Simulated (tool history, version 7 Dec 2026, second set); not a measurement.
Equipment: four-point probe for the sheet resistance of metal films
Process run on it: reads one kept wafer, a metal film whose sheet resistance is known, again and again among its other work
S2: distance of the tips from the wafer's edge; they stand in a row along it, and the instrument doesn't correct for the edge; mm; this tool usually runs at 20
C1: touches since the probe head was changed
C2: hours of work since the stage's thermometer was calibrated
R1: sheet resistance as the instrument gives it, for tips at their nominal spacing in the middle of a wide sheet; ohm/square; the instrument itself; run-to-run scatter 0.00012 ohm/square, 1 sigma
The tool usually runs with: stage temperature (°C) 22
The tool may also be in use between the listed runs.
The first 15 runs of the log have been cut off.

{"run": 16, "day": 20.267, "stage temperature (°C)": 28, "S2": 20, "C1": 24797, "C2": 2410, "R1": 0.613538}
{"run": 17, "day": 21.333, "stage temperature (°C)": 22, "S2": 16, "C1": 25118, "C2": 2425, "R1": 0.615316}
{"run": 18, "day": 23.071, "stage temperature (°C)": 22, "S2": 16, "C1": 25640, "C2": 2449, "R1": 0.615195}
{"run": 19, "day": 24.758, "stage temperature (°C)": 23, "S2": 28, "C1": 26146, "C2": 2473, "R1": 0.614566}
{"run": 20, "day": 25.783, "stage temperature (°C)": 23, "S2": 28, "C1": 26454, "C2": 2487, "R1": 0.614706}
{"run": 21, "day": 27.267, "stage temperature (°C)": 31, "S2": 4, "C1": 26899, "C2": 2508, "R1": 0.620299}
{"day": 28.604, "done": "stage's thermometer calibrated"}
{"run": 22, "day": 29.05, "stage temperature (°C)": 28, "S2": 4, "C1": 27428, "C2": 6, "R1": 0.621331}
{"run": 23, "day": 30.7, "stage temperature (°C)": 31, "S2": 37, "C1": 27924, "C2": 29, "R1": 0.612288}
{"run": 24, "day": 31.579, "stage temperature (°C)": 31, "S2": 37, "C1": 28188, "C2": 42, "R1": 0.61246}
{"run": 25, "day": 32.862, "stage temperature (°C)": 18, "S2": 14, "C1": 28573, "C2": 60, "R1": 0.616914}
{"run": 26, "day": 34.025, "stage temperature (°C)": 27, "S2": 60, "C1": 28922, "C2": 76, "R1": 0.613516}
{"run": 27, "day": 35.229, "stage temperature (°C)": 22, "S2": 20, "C1": 29284, "C2": 93, "R1": 0.61534}
{"run": 28, "day": 36.025, "stage temperature (°C)": 20, "S2": 12, "C1": 29523, "C2": 104, "R1": 0.616491}
{"run": 29, "day": 37.488, "stage temperature (°C)": 22, "S2": 17, "C1": 29962, "C2": 125, "R1": 0.615311}
{"run": 30, "day": 38.725, "stage temperature (°C)": 26, "S2": 15, "C1": 30334, "C2": 142, "R1": 0.614271}
{"run": 31, "day": 40.075, "stage temperature (°C)": 26, "S2": 15, "C1": 30739, "C2": 161, "R1": 0.614541}
{"run": 32, "day": 41.462, "stage temperature (°C)": 25, "S2": 9, "C1": 31155, "C2": 181, "R1": 0.615746}

Forecast each of these 3 alternatives for the next run:
{"run": "A", "day": 42.396, "stage temperature (°C)": 33, "S2": 6, "C1": 31435, "C2": 194, "R1": "?"}
{"run": "B", "day": 42.396, "stage temperature (°C)": 19, "S2": 9, "C1": 31435, "C2": 194, "R1": "?"}
{"run": "C", "day": 42.396, "stage temperature (°C)": 32, "S2": 20, "C1": 31435, "C2": 194, "R1": "?"}

run=A R1=0.61535
run=B R1=0.617556
run=C R1=0.612277
Stripped of hidden state, with their random variation kept, the same runs would have yielded:
run=A R1=0.615372
run=B R1=0.617579
run=C R1=0.612299

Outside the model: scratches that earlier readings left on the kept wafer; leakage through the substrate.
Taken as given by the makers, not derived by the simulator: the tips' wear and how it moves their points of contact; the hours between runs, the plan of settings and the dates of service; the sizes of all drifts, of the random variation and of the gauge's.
